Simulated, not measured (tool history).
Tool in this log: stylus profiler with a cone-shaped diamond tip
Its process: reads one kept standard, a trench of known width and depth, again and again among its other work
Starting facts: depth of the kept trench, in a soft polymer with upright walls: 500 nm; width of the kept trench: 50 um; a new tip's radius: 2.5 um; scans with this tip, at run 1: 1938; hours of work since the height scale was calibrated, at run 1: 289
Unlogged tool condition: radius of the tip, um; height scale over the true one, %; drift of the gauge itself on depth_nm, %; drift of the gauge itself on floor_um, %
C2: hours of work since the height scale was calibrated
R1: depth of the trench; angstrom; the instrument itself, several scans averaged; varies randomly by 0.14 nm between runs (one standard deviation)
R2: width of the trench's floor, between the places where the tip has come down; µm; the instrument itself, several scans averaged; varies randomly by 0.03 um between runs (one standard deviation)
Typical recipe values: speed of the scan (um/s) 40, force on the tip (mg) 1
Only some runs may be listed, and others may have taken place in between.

Run 1, day 0: usual settings; scans with this tip 1938; C2 289. Result: R1 5042.6 angstrom, R2 46.56 µm.
Run 2, day 0.779: usual settings; scans with this tip 1989; C2 296. Result: R1 5041 angstrom, R2 46.57 µm.
Run 3, day 1.162: usual settings but force on the tip (mg) 0.57; scans with this tip 2015; C2 300. Result: R1 5029.9 angstrom, R2 46.49 µm.
Run 4, day 1.754: usual settings but force on the tip (mg) 1.15; scans with this tip 2054; C2 306. Result: R1 5049.3 angstrom, R2 46.61 µm.
Run 5, day 2.242: usual settings but force on the tip (mg) 0.93; scans with this tip 2086; C2 311. Result: R1 5039.9 angstrom, R2 46.6 µm.
Run 6, day 3.042: usual settings but force on the tip (mg) 1.85; scans with this tip 2139; C2 319. Result: R1 5062.6 angstrom, R2 46.65 µm.
Run 7, day 3.658: usual settings but force on the tip (mg) 1.85; scans with this tip 2179; C2 325. Result: R1 5063.5 angstrom, R2 46.58 µm.
Run 8, day 4.317: usual settings; scans with this tip 2223; C2 331. Result: R1 5043 angstrom, R2 46.52 µm.
Run 9, day 4.846: usual settings but force on the tip (mg) 1.51; scans with this tip 2258; C2 336. Result: R1 5056.6 angstrom, R2 46.56 µm.
Run 10, day 5.462: usual settings but force on the tip (mg) 1.51; scans with this tip 2298; C2 343. Result: R1 5055.8 angstrom, R2 46.6 µm.
Run 11, day 5.938: usual settings; scans with this tip 2329; C2 347. Result: R1 5044.5 angstrom, R2 46.51 µm.
Run 12, day 6.575: usual settings; scans with this tip 2372; C2 353. Result: R1 5042.6 angstrom, R2 46.52 µm.
Run 13, day 7.267: usual settings; scans with this tip 2417; C2 360. Result: R1 5044 angstrom, R2 46.54 µm.
Run 14, day 7.617: usual settings; scans with this tip 2440; C2 364. Result: R1 5046.1 angstrom, R2 46.52 µm.
Run 15, day 8.138: usual settings; scans with this tip 2475; C2 369. Result: R1 5043.6 angstrom, R2 46.54 µm.
Run 16, day 8.542: usual settings; scans with this tip 2501; C2 373. Result: R1 5046.6 angstrom, R2 46.52 µm.
Run 17, day 9.275: usual settings; scans with this tip 2550; C2 380. Result: R1 5045.1 angstrom, R2 46.53 µm.
Run 18, day 9.983: usual settings but speed of the scan (um/s) 98; scans with this tip 2596; C2 387. Result: R1 5046.3 angstrom, R2 46.28 µm.
Run 19, day 10.558: usual settings but speed of the scan (um/s) 61; scans with this tip 2634; C2 393. Result: R1 5045.1 angstrom, R2 46.4 µm.
Run 20, day 11.288: usual settings but speed of the scan (um/s) 61; scans with this tip 2682; C2 400. Result: R1 5044.3 angstrom, R2 46.44 µm.
Run 21, day 12.046: usual settings but speed of the scan (um/s) 63; scans with this tip 2732; C2 407. Result: R1 5044.5 angstrom, R2 46.42 µm.
Run 22, day 12.842: usual settings but speed of the scan (um/s) 63; scans with this tip 2785; C2 415. Result: R1 5044.7 angstrom, R2 46.4 µm.
Run 23, day 13.5: usual settings but speed of the scan (um/s) 54; scans with this tip 2828; C2 422. Result: R1 5041.3 angstrom, R2 46.42 µm.
Run 24, day 13.933: usual settings but speed of the scan (um/s) 54; scans with this tip 2857; C2 426. Result: R1 5046.3 angstrom, R2 46.46 µm.
Run 25, day 14.392: usual settings but speed of the scan (um/s) 106, force on the tip (mg) 0.38; scans with this tip 2887; C2 430. Result: R1 5025.7 angstrom, R2 45.98 µm.
Run 26, day 14.879: usual settings but speed of the scan (um/s) 106, force on the tip (mg) 0.38; scans with this tip 2919; C2 435. Result: R1 5026.1 angstrom, R2 45.98 µm.
Run 27, day 15.279: usual settings but speed of the scan (um/s) 106, force on the tip (mg) 0.38; scans with this tip 2946; C2 439. Result: R1 5027.7 angstrom, R2 45.91 µm.
Run 28, day 15.862: usual settings but speed of the scan (um/s) 53, force on the tip (mg) 2.32; scans with this tip 2984; C2 445. Result: R1 5075 angstrom, R2 46.46 µm.
Run 29, day 16.5: usual settings but force on the tip (mg) 0.54; scans with this tip 3026; C2 451. Result: R1 5035.5 angstrom, R2 46.36 µm.
Run 30, day 17.204: usual settings but speed of the scan (um/s) 11, force on the tip (mg) 1.51; scans with this tip 3073; C2 458. Result: R1 5057.9 angstrom, R2 46.55 µm.
Run 31, day 17.921: usual settings but speed of the scan (um/s) 51, force on the tip (mg) 0.54; scans with this tip 3120; C2 465. Result: R1 5035.3 angstrom, R2 46.28 µm.
Run 32, day 18.683: usual settings but speed of the scan (um/s) 23, force on the tip (mg) 0.34; scans with this tip 3170; C2 472. Result: R1 5023.1 angstrom, R2 46.43 µm.
Run 33, day 19.088: usual settings but force on the tip (mg) 1.39; scans with this tip 3197; C2 476. Result: R1 5054.9 angstrom, R2 46.44 µm.
Run 34, day 19.442: usual settings but speed of the scan (um/s) 30, force on the tip (mg) 1.09; scans with this tip 3220; C2 480. Result: R1 5046.1 angstrom, R2 46.48 µm.
Run 35, day 19.979: usual settings but speed of the scan (um/s) 30, force on the tip (mg) 1.09; scans with this tip 3256; C2 485. Result: R1 5048.8 angstrom, R2 46.52 µm.
Run 36, day 20.3: usual settings but speed of the scan (um/s) 36; scans with this tip 3277; C2 488. Result: R1 5049.1 angstrom, R2 46.41 µm.
Run 37, day 21.075: usual settings but speed of the scan (um/s) 36; scans with this tip 3328; C2 496. Result: R1 5045.9 angstrom, R2 46.47 µm.
Run 38, day 21.404: usual settings but force on the tip (mg) 1.05; scans with this tip 3350; C2 499. Result: R1 5048.4 angstrom, R2 46.44 µm.
Run 39, day 21.804: usual settings but speed of the scan (um/s) 117, force on the tip (mg) 2.51; scans with this tip 3376; C2 503. Result: R1 5078.8 angstrom, R2 46.27 µm.
Run 40, day 22.317: usual settings but speed of the scan (um/s) 117, force on the tip (mg) 2.51; scans with this tip 3410; C2 508. Result: R1 5079.5 angstrom, R2 46.28 µm.
Run 41, day 22.662: usual settings but speed of the scan (um/s) 38, force on the tip (mg) 0.55; scans with this tip 3433; C2 512. Result: R1 5034 angstrom, R2 46.37 µm.
Run 42, day 23.438: usual settings but speed of the scan (um/s) 64, force on the tip (mg) 1.2; scans with this tip 3484; C2 519. Result: R1 5053.2 angstrom, R2 46.33 µm.
Run 43, day 24.067: usual settings but speed of the scan (um/s) 16, force on the tip (mg) 1.13; scans with this tip 3525; C2 525. Result: R1 5050.1 angstrom, R2 46.48 µm.
Run 44, day 24.712: usual settings but speed of the scan (um/s) 123, force on the tip (mg) 2.67; scans with this tip 3568; C2 532. Result: R1 5083.1 angstrom, R2 46.26 µm.
Run 45, day 25.371: usual settings but speed of the scan (um/s) 19, force on the tip (mg) 1.11; scans with this tip 3611; C2 538. Result: R1 5051.6 angstrom, R2 46.47 µm.
Run 46, day 25.812: usual settings but speed of the scan (um/s) 18; scans with this tip 3640; C2 543. Result: R1 5046.1 angstrom, R2 46.44 µm.

Below are 3 alternative next runs, each starting from the tool's condition after run 46. Predict each:
Run A, day 26.367: usual settings but force on the tip (mg) 2.78; scans with this tip 3677; C2 548. Result: R1 ?, R2 ?.
Run B, day 26.367: usual settings but speed of the scan (um/s) 24, force on the tip (mg) 0.41; scans with this tip 3677; C2 548. Result: R1 ?, R2 ?.
Run C, day 26.367: usual settings but speed of the scan (um/s) 42, force on the tip (mg) 0.96; scans with this tip 3677; C2 548. Result: R1 ?, R2 ?.

run      R1     R2
  A    5088  46.39
  B  5030.7   46.4
  C  5047.9  46.36
Without the tool's hidden state the same runs would have given:
run      R1     R2
  A  5079.3  46.85
  B  5022.1  46.86
  C  5039.3  46.82

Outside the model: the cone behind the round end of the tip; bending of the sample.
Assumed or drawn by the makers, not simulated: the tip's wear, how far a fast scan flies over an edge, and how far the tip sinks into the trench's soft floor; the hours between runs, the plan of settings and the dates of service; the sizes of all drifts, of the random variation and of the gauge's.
